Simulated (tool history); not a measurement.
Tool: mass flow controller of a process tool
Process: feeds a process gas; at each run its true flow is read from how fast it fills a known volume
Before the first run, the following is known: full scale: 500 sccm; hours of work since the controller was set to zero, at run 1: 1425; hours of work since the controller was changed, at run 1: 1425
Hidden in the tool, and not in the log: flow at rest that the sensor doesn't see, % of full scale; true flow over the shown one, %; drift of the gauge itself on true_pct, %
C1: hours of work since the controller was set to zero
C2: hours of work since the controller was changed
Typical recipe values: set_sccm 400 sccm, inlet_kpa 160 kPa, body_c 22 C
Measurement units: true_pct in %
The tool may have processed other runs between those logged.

Run 1, hour 0: usual settings; C1 1425; C2 1425. Result: true_pct 100.26 %.
Run 2, hour 143.4: usual settings; C1 1504; C2 1504. Result: true_pct 100.34 %.
Run 3, hour 317.4: usual settings but inlet_kpa 216 kPa; C1 1600; C2 1600. Result: true_pct 100.03 %.
Run 4, hour 547.9: usual settings but inlet_kpa 216 kPa; C1 1728; C2 1728. Result: true_pct 100.21 %.
Run 5, hour 675.1: usual settings but inlet_kpa 216 kPa; C1 1798; C2 1798. Result: true_pct 100.15 %.
Run 6, hour 810.8: usual settings but inlet_kpa 216 kPa; C1 1874; C2 1874. Result: true_pct 100.15 %.
Run 7, hour 1006.4: usual settings but inlet_kpa 234 kPa; C1 1982; C2 1982. Result: true_pct 100.08 %.
Run 8, hour 1175.9: usual settings but inlet_kpa 247 kPa; C1 2076; C2 2076. Result: true_pct 100.02 %.
Run 9, hour 1411.5: usual settings but body_c 27 C; C1 2206; C2 2206. Result: true_pct 101.04 %.
Run 10, hour 1533.2: usual settings; C1 2273; C2 2273. Result: true_pct 100.75 %.
Run 11, hour 1754.5: usual settings but inlet_kpa 251 kPa; C1 2396; C2 2396. Result: true_pct 100.12 %.
Run 12, hour 1875.6: usual settings; C1 2463; C2 2463. Result: true_pct 100.63 %.
Run 13, hour 1990: usual settings; C1 2526; C2 2526. Result: true_pct 100.8 %.
Run 14, hour 2162.6: usual settings; C1 2622; C2 2622. Result: true_pct 100.83 %.
Run 15, hour 2305.7: usual settings; C1 2701; C2 2701. Result: true_pct 100.82 %.
Run 16, hour 2451.1: usual settings; C1 2782; C2 2782. Result: true_pct 100.86 %.
Run 17, hour 2694.2: usual settings; C1 2916; C2 2916. Result: true_pct 100.99 %.
Run 18, hour 2901.8: usual settings; C1 3031; C2 3031. Result: true_pct 100.92 %.
Run 19, hour 3029.5: usual settings but inlet_kpa 156 kPa; C1 3102; C2 3102. Result: true_pct 101.08 %.
Run 20, hour 3216.1: usual settings but inlet_kpa 156 kPa, body_c 36 C; C1 3205; C2 3205. Result: true_pct 102.22 %.
Run 21, hour 3441.4: usual settings but inlet_kpa 156 kPa, body_c 36 C; C1 3330; C2 3330. Result: true_pct 102.25 %.
Run 22, hour 3594.6: usual settings but inlet_kpa 156 kPa, body_c 36 C; C1 3415; C2 3415. Result: true_pct 102.22 %.
Run 23, hour 3834.1: usual settings but inlet_kpa 156 kPa, body_c 36 C; C1 3547; C2 3547. Result: true_pct 102.41 %.
Run 24, hour 3971.2: usual settings but inlet_kpa 156 kPa, body_c 36 C; C1 3623; C2 3623. Result: true_pct 102.49 %.
Run 25, hour 4240.3: usual settings but set_sccm 114 sccm; C1 3772; C2 3772. Result: true_pct 101.44 %.
Run 26, hour 4459.5: usual settings but set_sccm 484 sccm; C1 3893; C2 3893. Result: true_pct 101.69 %.
Run 27, hour 4723.5: usual settings but set_sccm 484 sccm; C1 4039; C2 4039. Result: true_pct 101.72 %.
Run 28, hour 4984.3: usual settings but set_sccm 484 sccm; C1 4184; C2 4184. Result: true_pct 101.79 %.
Run 29, hour 5110.5: usual settings but set_sccm 484 sccm; C1 4254; C2 4254. Result: true_pct 101.77 %.
Run 30, hour 5387.2: usual settings but set_sccm 65 sccm, inlet_kpa 280 kPa; C1 4407; C2 4407. Result: true_pct 102.59 %.
Run 31, hour 5567: usual settings but set_sccm 65 sccm, inlet_kpa 255 kPa, body_c 29 C; C1 4506; C2 4506. Result: true_pct 103.51 %.
Run 32, hour 5836.2: usual settings but inlet_kpa 237 kPa, body_c 31 C; C1 4655; C2 4655. Result: true_pct 101.98 %.
Run 33, hour 6109.9: usual settings but inlet_kpa 237 kPa, body_c 31 C; C1 4807; C2 4807. Result: true_pct 102.02 %.
Run 34, hour 6305.4: usual settings but set_sccm 340 sccm, inlet_kpa 178 kPa, body_c 31 C; C1 4915; C2 4915. Result: true_pct 102.23 %.
Run 35, hour 6538.6: usual settings but inlet_kpa 145 kPa; C1 5044; C2 5044. Result: true_pct 101.99 %.
Run 36, hour 6697: usual settings but inlet_kpa 145 kPa; C1 5132; C2 5132. Result: true_pct 101.93 %.
Run 37, hour 6909.2: usual settings but set_sccm 87 sccm, inlet_kpa 143 kPa, body_c 34 C; C1 5249; C2 5249. Result: true_pct 104.33 %.
Run 38, hour 7176.7: usual settings but set_sccm 205 sccm, inlet_kpa 180 kPa, body_c 35 C; C1 5397; C2 5397. Result: true_pct 102.63 %.
Run 39, hour 7444.9: usual settings but set_sccm 259 sccm, inlet_kpa 217 kPa, body_c 38 C; C1 5546; C2 5546. Result: true_pct 102.84 %.
Run 40, hour 7577.9: usual settings but set_sccm 259 sccm, inlet_kpa 217 kPa, body_c 38 C; C1 5620; C2 5620. Result: true_pct 102.77 %.
Run 41, hour 7833: usual settings but set_sccm 259 sccm, inlet_kpa 211 kPa, body_c 29 C; C1 5761; C2 5761. Result: true_pct 102.26 %.
Run 42, hour 7978.2: usual settings but inlet_kpa 207 kPa, body_c 39 C; C1 5841; C2 5841. Result: true_pct 103.28 %.
Run 43, hour 8137.1: usual settings but inlet_kpa 207 kPa, body_c 39 C; C1 5929; C2 5929. Result: true_pct 103.22 %.
Run 44, hour 8411.6: usual settings but set_sccm 294 sccm, inlet_kpa 207 kPa, body_c 24 C; C1 6081; C2 6081. Result: true_pct 101.86 %.
Run 45, hour 8585.1: usual settings but set_sccm 115 sccm, body_c 35 C; C1 6177; C2 6177. Result: true_pct 104.35 %.
Run 46, hour 8858.5: usual settings but set_sccm 115 sccm, body_c 35 C; C1 6328; C2 6328. Result: true_pct 104.23 %.
Run 47, hour 9006: usual settings but body_c 37 C; C1 6410; C2 6410. Result: true_pct 103.62 %.
Run 48, hour 9274.9: usual settings but inlet_kpa 154 kPa; C1 6559; C2 6559. Result: true_pct 102.56 %.
Run 49, hour 9547.8: usual settings but set_sccm 190 sccm, inlet_kpa 234 kPa, body_c 35 C; C1 6710; C2 6710. Result: true_pct 103.21 %.

Each run again, without the hidden state but with its own random variation kept:
run  true_pct
  1     99.45
  2      99.5
  3     99.15
  4     99.28
  5     99.18
  6     99.15
  7     99.04
  8     98.94
  9      99.9
 10     99.58
 11      98.9
 12     99.39
 13     99.52
 14     99.51
 15     99.47
 16     99.48
 17     99.56
 18     99.44
 19     99.57
 20    100.67
 21    100.65
 22    100.58
 23     100.7
 24    100.76
 25     98.18
 26     99.95
 27     99.91
 28     99.93
 29     99.88
 30      97.1
 31     97.89
 32     99.81
 33     99.78
 34     99.82
 35     99.66
 36     99.56
 37      99.1
 38     99.38
 39     99.84
 40     99.74
 41     99.15
 42     100.6
 43    100.51
 44     98.75
 45     99.27
 46     99.04
 47     100.7
 48     99.57
 49     99.08
